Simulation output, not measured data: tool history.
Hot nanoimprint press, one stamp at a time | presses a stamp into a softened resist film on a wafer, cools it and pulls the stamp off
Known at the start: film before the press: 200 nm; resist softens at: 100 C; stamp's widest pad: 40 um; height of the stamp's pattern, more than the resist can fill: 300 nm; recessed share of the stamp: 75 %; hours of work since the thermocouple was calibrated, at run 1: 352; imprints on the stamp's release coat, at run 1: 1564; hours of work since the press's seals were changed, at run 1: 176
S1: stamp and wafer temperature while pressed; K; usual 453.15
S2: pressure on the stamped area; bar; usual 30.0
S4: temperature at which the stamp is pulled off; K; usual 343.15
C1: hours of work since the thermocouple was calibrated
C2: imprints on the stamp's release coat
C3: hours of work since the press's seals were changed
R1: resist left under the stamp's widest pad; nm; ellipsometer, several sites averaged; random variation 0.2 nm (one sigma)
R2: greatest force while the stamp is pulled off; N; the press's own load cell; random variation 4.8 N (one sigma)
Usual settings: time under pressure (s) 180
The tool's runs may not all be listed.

run 1 hour=0.0 | S1=453.15 S2=30.0 time_under_pressure_(s)=180 S4=343.15 | C1=352 C2=1564 C3=176 | R1=82.7 R2=229
run 2 hour=11.6 | S1=453.15 S2=30.0 time_under_pressure_(s)=180 S4=343.15 | C1=359 C2=1595 C3=183 | R1=82.8 R2=239
run 3 hour=26.4 | S1=453.15 S2=30.0 time_under_pressure_(s)=138 S4=343.15 | C1=368 C2=1635 C3=191 | R1=91.0 R2=233
run 4 hour=35.0 | S1=453.15 S2=30.0 time_under_pressure_(s)=180 S4=343.15 | C1=373 C2=1659 C3=196 | R1=82.6 R2=235
run 5 hour=50.3 | S1=453.15 S2=30.0 time_under_pressure_(s)=180 S4=343.15 | C1=382 C2=1700 C3=205 | R1=82.5 R2=242
run 6 hour=64.1 | S1=453.15 S2=30.0 time_under_pressure_(s)=180 S4=343.15 | C1=390 C2=1737 C3=214 | R1=82.8 R2=243
run 7 hour=79.3 | S1=453.15 S2=30.0 time_under_pressure_(s)=180 S4=343.15 | C1=399 C2=1779 C3=223 | R1=82.8 R2=238
run 8 hour=92.5 | S1=453.15 S2=30.0 time_under_pressure_(s)=180 S4=343.15 | C1=407 C2=1814 C3=230 | R1=82.1 R2=234
run 9 hour=100.7 | S1=453.15 S2=30.0 time_under_pressure_(s)=180 S4=343.15 | C1=412 C2=1837 C3=235 | R1=82.9 R2=233
run 10 hour=112.9 | S1=453.15 S2=30.0 time_under_pressure_(s)=180 S4=343.15 | C1=419 C2=1870 C3=242 | R1=82.7 R2=245
run 11 hour=122.7 | S1=453.15 S2=30.0 time_under_pressure_(s)=287 S4=343.15 | C1=425 C2=1896 C3=248 | R1=69.1 R2=236
-- hour=130.5 plate thermocouple calibrated
run 12 hour=140.6 | S1=453.15 S2=30.0 time_under_pressure_(s)=287 S4=343.15 | C1=6 C2=1937 C3=257 | R1=69.4 R2=232
run 13 hour=151.6 | S1=453.15 S2=30.0 time_under_pressure_(s)=287 S4=343.15 | C1=12 C2=1967 C3=264 | R1=69.2 R2=238
run 14 hour=167.0 | S1=453.15 S2=43.4 time_under_pressure_(s)=180 S4=343.15 | C1=22 C2=2008 C3=273 | R1=68.3 R2=233
-- hour=176.5 stamp cleaned and given a new release coat
run 15 hour=182.4 | S1=453.15 S2=30.0 time_under_pressure_(s)=180 S4=341.15 | C1=27 C2=16 C3=278 | R1=82.6 R2=247
run 16 hour=189.3 | S1=453.15 S2=33.4 time_under_pressure_(s)=298 S4=341.15 | C1=31 C2=34 C3=282 | R1=64.3 R2=252
run 17 hour=201.6 | S1=453.15 S2=19.1 time_under_pressure_(s)=298 S4=334.15 | C1=38 C2=68 C3=289 | R1=86.0 R2=283
run 18 hour=215.5 | S1=458.15 S2=43.4 time_under_pressure_(s)=180 S4=343.15 | C1=47 C2=106 C3=298 | R1=59.5 R2=237
run 19 hour=221.9 | S1=453.15 S2=43.4 time_under_pressure_(s)=180 S4=343.15 | C1=50 C2=123 C3=302 | R1=68.6 R2=232
run 20 hour=233.4 | S1=453.15 S2=43.4 time_under_pressure_(s)=180 S4=343.15 | C1=57 C2=154 C3=308 | R1=68.4 R2=243
run 21 hour=244.1 | S1=453.15 S2=43.4 time_under_pressure_(s)=180 S4=343.15 | C1=64 C2=183 C3=315 | R1=68.5 R2=232
run 22 hour=257.5 | S1=453.15 S2=43.4 time_under_pressure_(s)=180 S4=343.15 | C1=71 C2=219 C3=323 | R1=68.2 R2=237
run 23 hour=271.6 | S1=442.15 S2=29.2 time_under_pressure_(s)=104 S4=343.15 | C1=80 C2=258 C3=331 | R1=132.2 R2=230
run 24 hour=283.7 | S1=442.15 S2=23.9 time_under_pressure_(s)=131 S4=343.15 | C1=87 C2=290 C3=338 | R1=133.5 R2=231
run 25 hour=291.5 | S1=447.15 S2=30.0 time_under_pressure_(s)=180 S4=343.15 | C1=92 C2=312 C3=343 | R1=97.3 R2=241
run 26 hour=306.3 | S1=447.15 S2=30.0 time_under_pressure_(s)=180 S4=343.15 | C1=100 C2=352 C3=351 | R1=97.3 R2=234
run 27 hour=313.7 | S1=453.15 S2=30.0 time_under_pressure_(s)=180 S4=342.15 | C1=105 C2=372 C3=356 | R1=82.5 R2=235
run 28 hour=324.5 | S1=453.15 S2=30.0 time_under_pressure_(s)=316 S4=343.15 | C1=111 C2=401 C3=362 | R1=66.6 R2=231
run 29 hour=331.8 | S1=453.15 S2=30.0 time_under_pressure_(s)=180 S4=343.15 | C1=115 C2=421 C3=366 | R1=82.7 R2=239
run 30 hour=341.3 | S1=453.15 S2=19.7 time_under_pressure_(s)=180 S4=329.15 | C1=121 C2=447 C3=372 | R1=101.0 R2=302

3 ways to go on from here, each from the tool as it stands after run 30. What would each give?
run A hour=349.9 | S1=453.15 S2=31.3 time_under_pressure_(s)=250 S4=343.15 | C1=126 C2=470 C3=377 | R1=? R2=?
run B hour=349.9 | S1=453.15 S2=44.7 time_under_pressure_(s)=104 S4=329.15 | C1=126 C2=470 C3=377 | R1=? R2=?
run C hour=349.9 | S1=463.15 S2=30.0 time_under_pressure_(s)=359 S4=346.15 | C1=126 C2=470 C3=377 | R1=? R2=?

run=A R1=71.5 R2=236
run=B R1=83.1 R2=295
run=C R1=47.7 R2=211
Without the tool's hidden state the same runs would have given:
run=A R1=71.5 R2=235
run=B R1=83.1 R2=294
run=C R1=47.7 R2=210
